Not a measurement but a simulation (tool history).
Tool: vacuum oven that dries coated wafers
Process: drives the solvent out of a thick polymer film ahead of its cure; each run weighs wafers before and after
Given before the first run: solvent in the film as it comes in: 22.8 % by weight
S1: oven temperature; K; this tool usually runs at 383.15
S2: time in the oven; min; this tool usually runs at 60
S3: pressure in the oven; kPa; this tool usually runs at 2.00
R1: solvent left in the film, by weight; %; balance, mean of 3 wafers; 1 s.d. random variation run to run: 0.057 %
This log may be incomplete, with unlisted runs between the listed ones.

{"run": 1, "day": 0.0, "S1": 383.15, "S2": 60, "S3": 2.0, "R1": 5.03}
{"run": 2, "day": 1.054, "S1": 383.15, "S2": 60, "S3": 2.0, "R1": 5.1}
{"run": 3, "day": 2.167, "S1": 383.15, "S2": 60, "S3": 2.0, "R1": 5.01}
{"run": 4, "day": 2.967, "S1": 383.15, "S2": 60, "S3": 2.0, "R1": 4.97}
{"run": 5, "day": 4.138, "S1": 383.15, "S2": 51, "S3": 2.0, "R1": 5.54}
{"run": 6, "day": 5.133, "S1": 383.15, "S2": 51, "S3": 2.0, "R1": 5.55}
{"run": 7, "day": 6.108, "S1": 383.15, "S2": 51, "S3": 2.0, "R1": 5.57}
{"run": 8, "day": 7.242, "S1": 383.15, "S2": 58, "S3": 2.0, "R1": 5.18}
{"run": 9, "day": 7.946, "S1": 383.15, "S2": 58, "S3": 2.0, "R1": 5.13}
{"run": 10, "day": 9.192, "S1": 383.15, "S2": 51, "S3": 2.0, "R1": 5.48}
{"run": 11, "day": 9.967, "S1": 383.15, "S2": 51, "S3": 2.0, "R1": 5.46}
{"run": 12, "day": 10.754, "S1": 383.15, "S2": 51, "S3": 2.0, "R1": 5.43}
{"run": 13, "day": 11.525, "S1": 383.15, "S2": 51, "S3": 2.0, "R1": 5.45}
{"run": 14, "day": 12.167, "S1": 383.15, "S2": 60, "S3": 1.16, "R1": 3.44}
{"run": 15, "day": 12.788, "S1": 383.15, "S2": 60, "S3": 1.16, "R1": 3.4}
{"day": 13.717, "done": "oven's thermocouples calibrated"}
{"run": 16, "day": 14.162, "S1": 389.15, "S2": 60, "S3": 2.0, "R1": 4.53}
{"run": 17, "day": 14.75, "S1": 389.15, "S2": 60, "S3": 2.0, "R1": 4.56}
{"run": 18, "day": 15.904, "S1": 383.15, "S2": 60, "S3": 2.0, "R1": 6.14}
{"run": 19, "day": 16.742, "S1": 383.15, "S2": 60, "S3": 4.5, "R1": 11.46}
{"run": 20, "day": 17.604, "S1": 383.15, "S2": 60, "S3": 4.5, "R1": 11.33}
{"run": 21, "day": 18.729, "S1": 383.15, "S2": 86, "S3": 3.22, "R1": 8.19}
{"run": 22, "day": 19.646, "S1": 378.15, "S2": 58, "S3": 3.11, "R1": 10.64}
{"run": 23, "day": 20.871, "S1": 395.15, "S2": 91, "S3": 5.51, "R1": 8.7}
{"run": 24, "day": 21.858, "S1": 382.15, "S2": 30, "S3": 2.24, "R1": 9.98}
{"run": 25, "day": 22.962, "S1": 383.15, "S2": 60, "S3": 6.65, "R1": 16.11}
{"run": 26, "day": 23.904, "S1": 388.15, "S2": 83, "S3": 2.55, "R1": 5.35}
{"run": 27, "day": 24.696, "S1": 386.15, "S2": 60, "S3": 3.5, "R1": 8.17}
{"run": 28, "day": 25.996, "S1": 371.15, "S2": 60, "S3": 2.05, "R1": 10.79}
{"run": 29, "day": 26.892, "S1": 383.15, "S2": 54, "S3": 2.0, "R1": 6.49}
{"run": 30, "day": 27.871, "S1": 388.15, "S2": 60, "S3": 2.21, "R1": 5.03}
{"run": 31, "day": 28.846, "S1": 388.15, "S2": 60, "S3": 2.21, "R1": 5.09}
{"run": 32, "day": 29.462, "S1": 373.15, "S2": 60, "S3": 6.08, "R1": 20.63}
{"run": 33, "day": 30.192, "S1": 381.15, "S2": 60, "S3": 2.0, "R1": 6.67}
{"run": 34, "day": 30.967, "S1": 383.15, "S2": 46, "S3": 2.0, "R1": 6.98}
{"run": 35, "day": 31.704, "S1": 369.15, "S2": 58, "S3": 1.07, "R1": 9.28}
{"run": 36, "day": 32.688, "S1": 369.15, "S2": 58, "S3": 1.19, "R1": 9.53}

What if the next run were any one of these 3? Each begins from the tool's condition after run 36:
{"run": "A", "day": 33.629, "S1": 383.15, "S2": 77, "S3": 2.55, "R1": "?"}
{"run": "B", "day": 33.629, "S1": 381.15, "S2": 82, "S3": 2.74, "R1": "?"}
{"run": "C", "day": 33.629, "S1": 384.15, "S2": 34, "S3": 2.76, "R1": "?"}

run=A R1=6.80
run=B R1=7.66
run=C R1=9.35
Without the tool's hidden state the same runs would have given:
run=A R1=6.44
run=B R1=7.28
run=C R1=9.08
